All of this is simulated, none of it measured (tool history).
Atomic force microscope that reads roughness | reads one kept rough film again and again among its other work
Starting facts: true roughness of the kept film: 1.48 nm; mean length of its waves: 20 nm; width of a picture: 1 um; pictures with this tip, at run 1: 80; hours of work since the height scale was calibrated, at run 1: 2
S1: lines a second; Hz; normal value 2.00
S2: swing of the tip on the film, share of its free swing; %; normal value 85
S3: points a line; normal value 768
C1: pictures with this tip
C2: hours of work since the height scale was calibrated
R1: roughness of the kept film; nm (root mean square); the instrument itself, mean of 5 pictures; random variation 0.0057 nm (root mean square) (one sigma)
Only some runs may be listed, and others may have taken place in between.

{"run": 1, "hour": 0.0, "S1": 2.0, "S2": 85, "S3": 768, "C1": 80, "C2": 2, "R1": 1.029}
{"run": 2, "hour": 6.2, "S1": 2.0, "S2": 85, "S3": 768, "C1": 87, "C2": 5, "R1": 1.021}
{"run": 3, "hour": 13.8, "S1": 2.0, "S2": 85, "S3": 768, "C1": 96, "C2": 8, "R1": 1.023}
{"run": 4, "hour": 19.9, "S1": 2.0, "S2": 85, "S3": 768, "C1": 103, "C2": 10, "R1": 1.016}
{"run": 5, "hour": 27.1, "S1": 2.0, "S2": 85, "S3": 327, "C1": 112, "C2": 13, "R1": 1.0}
{"run": 6, "hour": 33.4, "S1": 2.0, "S2": 85, "S3": 327, "C1": 119, "C2": 16, "R1": 1.002}
{"run": 7, "hour": 38.2, "S1": 2.0, "S2": 85, "S3": 327, "C1": 125, "C2": 18, "R1": 1.007}
{"run": 8, "hour": 43.8, "S1": 2.0, "S2": 85, "S3": 327, "C1": 132, "C2": 20, "R1": 0.992}
{"run": 9, "hour": 49.3, "S1": 2.0, "S2": 85, "S3": 327, "C1": 138, "C2": 22, "R1": 0.996}
{"run": 10, "hour": 54.6, "S1": 2.0, "S2": 85, "S3": 327, "C1": 145, "C2": 24, "R1": 1.014}
{"run": 11, "hour": 58.6, "S1": 2.0, "S2": 80, "S3": 768, "C1": 149, "C2": 26, "R1": 1.067}
{"run": 12, "hour": 63.5, "S1": 2.0, "S2": 80, "S3": 768, "C1": 155, "C2": 28, "R1": 1.07}
{"run": 13, "hour": 70.5, "S1": 2.0, "S2": 80, "S3": 768, "C1": 164, "C2": 31, "R1": 1.074}
{"run": 14, "hour": 79.5, "S1": 2.0, "S2": 80, "S3": 768, "C1": 174, "C2": 34, "R1": 1.072}
{"run": 15, "hour": 87.1, "S1": 2.0, "S2": 58, "S3": 768, "C1": 183, "C2": 38, "R1": 1.218}
{"hour": 92.9, "done": "new tip fitted"}
{"run": 16, "hour": 92.9, "S1": 2.0, "S2": 55, "S3": 768, "C1": 0, "C2": 40, "R1": 1.228}
{"run": 17, "hour": 97.5, "S1": 2.0, "S2": 55, "S3": 768, "C1": 5, "C2": 42, "R1": 1.22}
{"run": 18, "hour": 102.8, "S1": 2.0, "S2": 55, "S3": 768, "C1": 12, "C2": 44, "R1": 1.229}
{"run": 19, "hour": 110.5, "S1": 2.0, "S2": 61, "S3": 768, "C1": 21, "C2": 47, "R1": 1.209}
{"run": 20, "hour": 115.8, "S1": 2.0, "S2": 61, "S3": 768, "C1": 27, "C2": 49, "R1": 1.205}
{"run": 21, "hour": 120.6, "S1": 0.76, "S2": 85, "S3": 768, "C1": 33, "C2": 51, "R1": 1.175}
{"run": 22, "hour": 128.3, "S1": 0.76, "S2": 85, "S3": 768, "C1": 42, "C2": 54, "R1": 1.167}
{"run": 23, "hour": 133.6, "S1": 1.89, "S2": 85, "S3": 768, "C1": 48, "C2": 56, "R1": 1.028}
{"run": 24, "hour": 141.3, "S1": 2.0, "S2": 85, "S3": 284, "C1": 58, "C2": 59, "R1": 0.99}
{"run": 25, "hour": 148.1, "S1": 2.86, "S2": 85, "S3": 900, "C1": 66, "C2": 62, "R1": 0.941}
{"run": 26, "hour": 154.7, "S1": 2.45, "S2": 88, "S3": 715, "C1": 73, "C2": 65, "R1": 0.946}
{"run": 27, "hour": 160.2, "S1": 2.45, "S2": 88, "S3": 715, "C1": 80, "C2": 67, "R1": 0.945}
{"run": 28, "hour": 164.7, "S1": 2.45, "S2": 60, "S3": 776, "C1": 85, "C2": 69, "R1": 1.182}
{"run": 29, "hour": 172.5, "S1": 1.74, "S2": 81, "S3": 328, "C1": 95, "C2": 72, "R1": 1.054}
{"run": 30, "hour": 176.9, "S1": 0.72, "S2": 70, "S3": 286, "C1": 100, "C2": 74, "R1": 1.197}
{"run": 31, "hour": 180.9, "S1": 0.72, "S2": 70, "S3": 286, "C1": 105, "C2": 76, "R1": 1.2}
{"run": 32, "hour": 188.1, "S1": 0.72, "S2": 70, "S3": 286, "C1": 113, "C2": 79, "R1": 1.206}
{"run": 33, "hour": 197.2, "S1": 0.72, "S2": 70, "S3": 591, "C1": 124, "C2": 82, "R1": 1.226}
{"run": 34, "hour": 203.9, "S1": 0.72, "S2": 81, "S3": 286, "C1": 132, "C2": 85, "R1": 1.157}
{"run": 35, "hour": 210.0, "S1": 2.0, "S2": 85, "S3": 440, "C1": 139, "C2": 87, "R1": 1.005}
{"run": 36, "hour": 215.3, "S1": 2.0, "S2": 85, "S3": 440, "C1": 146, "C2": 90, "R1": 1.015}
{"run": 37, "hour": 221.0, "S1": 2.0, "S2": 84, "S3": 472, "C1": 153, "C2": 92, "R1": 1.021}
{"run": 38, "hour": 225.3, "S1": 0.57, "S2": 84, "S3": 472, "C1": 158, "C2": 94, "R1": 1.189}
{"run": 39, "hour": 229.5, "S1": 2.91, "S2": 88, "S3": 768, "C1": 163, "C2": 95, "R1": 0.899}
{"run": 40, "hour": 237.0, "S1": 2.0, "S2": 61, "S3": 379, "C1": 172, "C2": 98, "R1": 1.181}
{"run": 41, "hour": 244.3, "S1": 3.37, "S2": 77, "S3": 401, "C1": 180, "C2": 101, "R1": 0.98}
{"run": 42, "hour": 251.8, "S1": 3.37, "S2": 77, "S3": 401, "C1": 189, "C2": 104, "R1": 0.983}
{"hour": 253.1, "done": "new tip fitted"}
{"run": 43, "hour": 260.5, "S1": 3.37, "S2": 77, "S3": 401, "C1": 9, "C2": 108, "R1": 0.978}
{"run": 44, "hour": 269.3, "S1": 1.05, "S2": 80, "S3": 309, "C1": 20, "C2": 111, "R1": 1.136}
{"run": 45, "hour": 273.0, "S1": 0.59, "S2": 89, "S3": 852, "C1": 24, "C2": 113, "R1": 1.183}
{"run": 46, "hour": 280.6, "S1": 0.59, "S2": 89, "S3": 852, "C1": 33, "C2": 116, "R1": 1.182}

Hidden condition of the tool, last listed run before each entry between runs versus first listed run after:
Runs 15 to 16: new tip fitted (hour 92.9)
  radius of the tip, nm: 10.2 -> 10
Runs 42 to 43: new tip fitted (hour 253.1)
  radius of the tip, nm: 10.2 -> 10
